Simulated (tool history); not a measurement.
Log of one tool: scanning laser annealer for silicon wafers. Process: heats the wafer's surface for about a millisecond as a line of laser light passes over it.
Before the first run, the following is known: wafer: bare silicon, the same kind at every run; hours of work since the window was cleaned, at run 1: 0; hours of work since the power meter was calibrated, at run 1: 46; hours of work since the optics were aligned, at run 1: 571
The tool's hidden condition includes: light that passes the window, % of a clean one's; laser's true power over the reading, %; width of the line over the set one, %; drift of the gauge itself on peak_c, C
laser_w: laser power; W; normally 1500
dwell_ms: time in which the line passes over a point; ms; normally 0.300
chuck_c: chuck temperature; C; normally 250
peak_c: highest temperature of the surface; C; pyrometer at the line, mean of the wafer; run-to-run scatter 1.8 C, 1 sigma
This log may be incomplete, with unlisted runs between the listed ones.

| run | day | laser_w | dwell_ms | chuck_c | hours of work since the window was cleaned | hours of work since the power meter was calibrated | hours of work since the optics were aligned | peak_c |
|---|---|---|---|---|---|---|---|---|
| 1 | 0.000 | 1500 | 0.300 | 250 | 0 | 46 | 571 | 1077 |
| 2 | 3.283 | 1500 | 0.300 | 250 | 46 | 92 | 617 | 1071 |
| 3 | 6.729 | 1500 | 0.300 | 235 | 94 | 141 | 665 | 1053 |
| 4 | 8.458 | 1500 | 0.300 | 235 | 118 | 165 | 689 | 1053 |
| 5 | 10.358 | 1500 | 0.300 | 235 | 145 | 192 | 716 | 1050 |
| 6 | 13.954 | 1500 | 0.300 | 235 | 195 | 242 | 766 | 1046 |
| 7 | 17.442 | 1500 | 0.300 | 222 | 244 | 291 | 815 | 1030 |
| 8 | 21.350 | 1500 | 0.304 | 250 | 299 | 346 | 870 | 1063 |
| 9 | 23.817 | 1500 | 0.304 | 250 | 334 | 380 | 905 | 1057 |
| 10 | 25.904 | 1364 | 0.300 | 250 | 363 | 409 | 934 | 981 |
|  | 27.738 | window over the wafer cleaned |
| 11 | 27.775 | 1364 | 0.300 | 234 | 0 | 434 | 959 | 991 |
| 12 | 29.829 | 1364 | 0.300 | 234 | 29 | 463 | 988 | 991 |
| 13 | 31.446 | 1364 | 0.300 | 234 | 52 | 486 | 1010 | 984 |
| 14 | 35.317 | 1364 | 0.300 | 234 | 106 | 540 | 1065 | 986 |
| 15 | 36.954 | 1500 | 0.300 | 231 | 129 | 563 | 1088 | 1048 |
|  | 37.725 | optics aligned, line set to its width |
| 16 | 39.733 | 1500 | 0.300 | 250 | 165 | 599 | 28 | 1070 |
| 17 | 42.871 | 1500 | 0.300 | 250 | 209 | 643 | 72 | 1067 |
| 18 | 44.967 | 1500 | 0.300 | 250 | 238 | 672 | 101 | 1060 |
| 19 | 47.992 | 1283 | 0.268 | 275 | 281 | 715 | 144 | 935 |
| 20 | 50.133 | 1283 | 0.261 | 275 | 311 | 745 | 174 | 927 |
| 21 | 52.462 | 1283 | 0.261 | 275 | 343 | 777 | 206 | 922 |
|  | 55.662 | window over the wafer cleaned |
| 22 | 55.800 | 1283 | 0.261 | 275 | 2 | 823 | 252 | 940 |
| 23 | 58.496 | 1518 | 0.215 | 280 | 40 | 861 | 290 | 976 |
| 24 | 60.175 | 1416 | 0.270 | 280 | 63 | 884 | 313 | 1019 |
| 25 | 62.312 | 1416 | 0.270 | 280 | 93 | 914 | 343 | 1019 |
| 26 | 63.950 | 1415 | 0.270 | 220 | 116 | 937 | 366 | 957 |
| 27 | 66.625 | 1415 | 0.283 | 251 | 154 | 975 | 404 | 1005 |
| 28 | 69.750 | 1413 | 0.264 | 250 | 197 | 1018 | 447 | 970 |
| 29 | 72.712 | 1610 | 0.300 | 228 | 239 | 1060 | 489 | 1094 |
| 30 | 75.533 | 1504 | 0.294 | 249 | 278 | 1099 | 529 | 1052 |
| 31 | 78.046 | 1408 | 0.265 | 249 | 314 | 1135 | 564 | 963 |
| 32 | 81.042 | 1408 | 0.265 | 249 | 356 | 1177 | 606 | 960 |
| 33 | 83.046 | 1560 | 0.315 | 252 | 384 | 1205 | 634 | 1111 |
|  | 83.529 | window over the wafer cleaned |
| 34 | 86.342 | 1311 | 0.300 | 250 | 39 | 1250 | 679 | 981 |
| 35 | 88.258 | 1463 | 0.214 | 210 | 66 | 1277 | 706 | 883 |
| 36 | 91.712 | 1330 | 0.323 | 278 | 115 | 1325 | 754 | 1051 |

Alternative continuations, all from the tool just after run 36; predict every row:
| A | 95.583 | 1500 | 0.299 | 276 | 169 | 1379 | 808 | ? |
| B | 95.583 | 1485 | 0.300 | 250 | 169 | 1379 | 808 | ? |
| C | 95.583 | 1330 | 0.323 | 245 | 169 | 1379 | 808 | ? |

| run | peak_c |
|---|---|
| A | 1097 |
| B | 1065 |
| C | 1010 |
With no hidden state in the tool, these same runs would have given:
| run | peak_c |
|---|---|
| A | 1104 |
| B | 1071 |
| C | 1017 |
